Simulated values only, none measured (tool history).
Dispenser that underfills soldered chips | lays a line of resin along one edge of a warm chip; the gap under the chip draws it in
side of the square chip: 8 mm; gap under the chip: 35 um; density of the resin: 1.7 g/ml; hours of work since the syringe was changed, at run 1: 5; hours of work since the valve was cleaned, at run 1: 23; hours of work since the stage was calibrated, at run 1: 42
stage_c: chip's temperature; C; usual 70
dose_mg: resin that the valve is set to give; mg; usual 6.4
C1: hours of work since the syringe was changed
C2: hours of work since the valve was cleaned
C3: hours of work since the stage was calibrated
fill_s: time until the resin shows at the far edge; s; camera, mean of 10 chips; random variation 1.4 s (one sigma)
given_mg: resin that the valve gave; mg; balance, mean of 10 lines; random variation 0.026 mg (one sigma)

Run 1, day 0: usual settings; C1 5; C2 23; C3 42. Result: fill_s 176.3 s, given_mg 6.25 mg.
At day 0.062: new syringe of resin.
Run 2, day 0.167: usual settings; C1 2; C2 26; C3 44. Result: fill_s 147.9 s, given_mg 6.2 mg.
Run 3, day 0.254: usual settings; C1 3; C2 27; C3 46. Result: fill_s 165.3 s, given_mg 6.22 mg.
At day 0.388: new syringe of resin.
Run 4, day 0.488: usual settings; C1 2; C2 31; C3 50. Result: fill_s 147.1 s, given_mg 6.19 mg.
Run 5, day 0.646: usual settings; C1 5; C2 34; C3 52. Result: fill_s 177.1 s, given_mg 6.16 mg.
At day 0.712: new syringe of resin.
Run 6, day 0.771: usual settings; C1 1; C2 36; C3 54. Result: fill_s 141.7 s, given_mg 6.2 mg.
Run 7, day 0.929: usual settings; C1 4; C2 39; C3 57. Result: fill_s 166.2 s, given_mg 6.14 mg.
At day 1.033: new syringe of resin.
Run 8, day 1.067: usual settings but stage_c 73 C, dose_mg 6.59 mg; C1 1; C2 41; C3 59. Result: fill_s 120.8 s, given_mg 6.36 mg.
Run 9, day 1.254: usual settings but stage_c 73 C, dose_mg 6.59 mg; C1 4; C2 44; C3 62. Result: fill_s 147.9 s, given_mg 6.3 mg.
At day 1.367: new syringe of resin.
Run 10, day 1.404: usual settings but stage_c 65 C, dose_mg 6.66 mg; C1 1; C2 46; C3 65. Result: fill_s 170.5 s, given_mg 6.35 mg.
At day 1.521: dispensing valve cleaned and set on the balance.
Run 11, day 1.588: usual settings but dose_mg 6.35 mg; C1 3; C2 1; C3 67. Result: fill_s 159 s, given_mg 6.29 mg.
At day 1.738: new syringe of resin.
Run 12, day 1.742: usual settings but stage_c 84 C, dose_mg 6.09 mg; C1 0; C2 4; C3 70. Result: fill_s 74.6 s, given_mg 6.02 mg.

The same runs without the tool's hidden state, with the same run-to-run variation:
The hidden state here: resin's viscosity, % of fresh resin's; dose that the valve gives, % of what is set; true chip temperature over the reading, C; drift of the gauge itself on fill_s, %; drift of the gauge itself on given_mg, %.
run  fill_s  given_mg
  1     134      6.41
  2   133.9      6.37
  3   136.5       6.4
  4   130.9       6.4
  5   133.2      6.39
  6   134.2      6.43
  7   133.2      6.39
  8   115.9      6.63
  9   117.2      6.58
 10   164.3      6.65
 11   132.7      6.31
 12    73.9      6.05

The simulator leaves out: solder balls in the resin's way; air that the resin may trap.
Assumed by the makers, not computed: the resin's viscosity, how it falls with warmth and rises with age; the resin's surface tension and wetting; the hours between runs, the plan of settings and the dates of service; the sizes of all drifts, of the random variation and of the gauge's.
